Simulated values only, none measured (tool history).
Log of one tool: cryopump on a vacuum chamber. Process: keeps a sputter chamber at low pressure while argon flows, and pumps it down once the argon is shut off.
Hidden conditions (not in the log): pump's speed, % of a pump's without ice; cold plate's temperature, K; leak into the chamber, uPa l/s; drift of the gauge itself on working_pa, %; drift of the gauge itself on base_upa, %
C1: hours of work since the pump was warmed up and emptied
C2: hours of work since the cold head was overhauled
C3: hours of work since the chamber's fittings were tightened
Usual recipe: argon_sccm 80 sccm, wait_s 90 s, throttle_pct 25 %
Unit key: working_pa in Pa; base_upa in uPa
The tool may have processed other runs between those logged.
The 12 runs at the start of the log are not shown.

run 13 day=4.95 | argon_sccm=80 wait_s=90 throttle_pct=25 | C1=422 C2=422 C3=698 | working_pa=0.4249 base_upa=1.78
run 14 day=5.454 | argon_sccm=80 wait_s=90 throttle_pct=25 | C1=430 C2=430 C3=706 | working_pa=0.4288 base_upa=1.82
run 15 day=5.896 | argon_sccm=80 wait_s=90 throttle_pct=25 | C1=437 C2=437 C3=713 | working_pa=0.4274 base_upa=1.84
run 16 day=6.3 | argon_sccm=80 wait_s=90 throttle_pct=25 | C1=444 C2=444 C3=720 | working_pa=0.4325 base_upa=1.81
run 17 day=6.892 | argon_sccm=80 wait_s=90 throttle_pct=25 | C1=453 C2=453 C3=730 | working_pa=0.43 base_upa=1.86
run 18 day=7.171 | argon_sccm=80 wait_s=90 throttle_pct=25 | C1=458 C2=458 C3=734 | working_pa=0.4304 base_upa=1.82
run 19 day=7.696 | argon_sccm=35 wait_s=95 throttle_pct=51 | C1=467 C2=467 C3=743 | working_pa=0.1022 base_upa=1.79
run 20 day=8.125 | argon_sccm=47 wait_s=266 throttle_pct=38 | C1=474 C2=474 C3=750 | working_pa=0.1782 base_upa=1.12
run 21 day=8.6 | argon_sccm=47 wait_s=266 throttle_pct=38 | C1=481 C2=481 C3=758 | working_pa=0.1772 base_upa=1.13
run 22 day=9.142 | argon_sccm=67 wait_s=22 throttle_pct=30 | C1=490 C2=490 C3=767 | working_pa=0.3114 base_upa=5.41
run 23 day=9.65 | argon_sccm=145 wait_s=92 throttle_pct=30 | C1=499 C2=499 C3=775 | working_pa=0.6779 base_upa=1.85
run 24 day=9.954 | argon_sccm=80 wait_s=102 throttle_pct=25 | C1=503 C2=503 C3=780 | working_pa=0.4385 base_upa=1.77
run 25 day=10.521 | argon_sccm=80 wait_s=34 throttle_pct=28 | C1=513 C2=513 C3=789 | working_pa=0.3984 base_upa=3.8
-- day=11.254 pump warmed up, emptied and cooled again
run 26 day=11.333 | argon_sccm=74 wait_s=37 throttle_pct=23 | C1=1 C2=523 C3=799 | working_pa=0.3979 base_upa=3.29
run 27 day=11.812 | argon_sccm=74 wait_s=37 throttle_pct=23 | C1=9 C2=531 C3=807 | working_pa=0.3929 base_upa=3.26
run 28 day=12.429 | argon_sccm=80 wait_s=154 throttle_pct=25 | C1=19 C2=541 C3=817 | working_pa=0.3927 base_upa=1.21
run 29 day=12.921 | argon_sccm=80 wait_s=154 throttle_pct=25 | C1=27 C2=549 C3=825 | working_pa=0.3959 base_upa=1.22
run 30 day=13.238 | argon_sccm=80 wait_s=154 throttle_pct=25 | C1=32 C2=554 C3=830 | working_pa=0.3935 base_upa=1.22
run 31 day=13.804 | argon_sccm=80 wait_s=154 throttle_pct=25 | C1=42 C2=563 C3=839 | working_pa=0.3936 base_upa=1.24
run 32 day=14.092 | argon_sccm=40 wait_s=41 throttle_pct=27 | C1=46 C2=568 C3=844 | working_pa=0.1841 base_upa=3.06
run 33 day=14.638 | argon_sccm=80 wait_s=290 throttle_pct=21 | C1=55 C2=577 C3=853 | working_pa=0.4692 base_upa=0.96
run 34 day=15.121 | argon_sccm=80 wait_s=45 throttle_pct=21 | C1=63 C2=585 C3=861 | working_pa=0.472 base_upa=2.8

Each row is a separate what-if for the run after 34, all from the same tool condition, not one after another. Results?
run A day=15.412 | argon_sccm=80 wait_s=172 throttle_pct=16 | C1=68 C2=589 C3=866 | working_pa=? base_upa=?
run B day=15.412 | argon_sccm=80 wait_s=28 throttle_pct=25 | C1=68 C2=589 C3=866 | working_pa=? base_upa=?
run C day=15.412 | argon_sccm=149 wait_s=31 throttle_pct=21 | C1=68 C2=589 C3=866 | working_pa=? base_upa=?
run D day=15.412 | argon_sccm=117 wait_s=45 throttle_pct=48 | C1=68 C2=589 C3=866 | working_pa=? base_upa=?

run=A working_pa=0.6147 base_upa=1.18
run=B working_pa=0.3945 base_upa=4.29
run=C working_pa=0.8817 base_upa=3.82
run=D working_pa=0.3096 base_upa=2.86
Without the tool's hidden state the same runs would have given:
run=A working_pa=0.6086 base_upa=0.81
run=B working_pa=0.3884 base_upa=3.92
run=C working_pa=0.8701 base_upa=3.45
run=D working_pa=0.3006 base_upa=2.48

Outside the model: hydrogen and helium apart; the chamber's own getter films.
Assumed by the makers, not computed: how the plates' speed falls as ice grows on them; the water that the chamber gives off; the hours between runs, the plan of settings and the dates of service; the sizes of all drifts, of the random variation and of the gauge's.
